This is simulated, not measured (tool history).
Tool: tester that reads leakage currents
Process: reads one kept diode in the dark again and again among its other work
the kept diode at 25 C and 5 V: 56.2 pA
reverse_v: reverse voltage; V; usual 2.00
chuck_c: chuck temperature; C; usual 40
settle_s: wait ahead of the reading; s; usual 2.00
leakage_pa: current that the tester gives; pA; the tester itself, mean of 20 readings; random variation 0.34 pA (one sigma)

run,hour,reverse_v,chuck_c,settle_s,leakage_pa
1,0.0,2.00,40,2.00,114.74
2,120.4,2.00,40,2.00,114.73
3,312.4,2.00,40,0.68,115.55
4,472.1,2.00,38,2.00,101.40
5,684.0,2.00,40,2.00,117.13
6,953.4,2.00,40,2.00,117.51
7,1202.2,2.00,40,2.00,118.73
8,1364.7,2.00,40,0.38,119.99
# hour 1515.9: tester calibrated
9,1591.0,2.00,58,2.00,366.59
# hour 1611.5: chuck's temperature calibrated
10,1728.8,2.00,58,2.00,348.65
11,1925.2,6.02,40,2.00,178.21
12,2200.5,2.00,45,2.00,157.06
13,2443.9,2.00,45,2.00,158.75
14,2651.5,2.00,40,2.00,115.20
15,2919.4,2.00,40,2.00,115.30
16,3110.0,2.00,40,4.39,116.46
17,3296.0,2.00,40,4.39,117.01
# hour 3358.7: probe card cleaned and baked
18,3567.8,2.00,40,2.00,117.39
19,3775.2,2.00,40,2.00,118.13
20,4017.7,2.00,55,2.00,309.11
21,4258.4,2.00,55,2.00,311.13
# hour 4282.0: chuck's temperature calibrated
22,4441.8,2.29,28,2.00,51.75
23,4632.4,6.15,30,3.82,91.36
24,4890.6,6.40,48,2.06,312.49
25,5131.5,19.03,40,0.78,299.80

Run 26 comes next. What will it give?
26,5361.8,2.00,40,0.49,?

Run 26 gave leakage_pa 116.36 pA.
Without the tool's hidden state the same run would have given leakage_pa 110.93 pA.

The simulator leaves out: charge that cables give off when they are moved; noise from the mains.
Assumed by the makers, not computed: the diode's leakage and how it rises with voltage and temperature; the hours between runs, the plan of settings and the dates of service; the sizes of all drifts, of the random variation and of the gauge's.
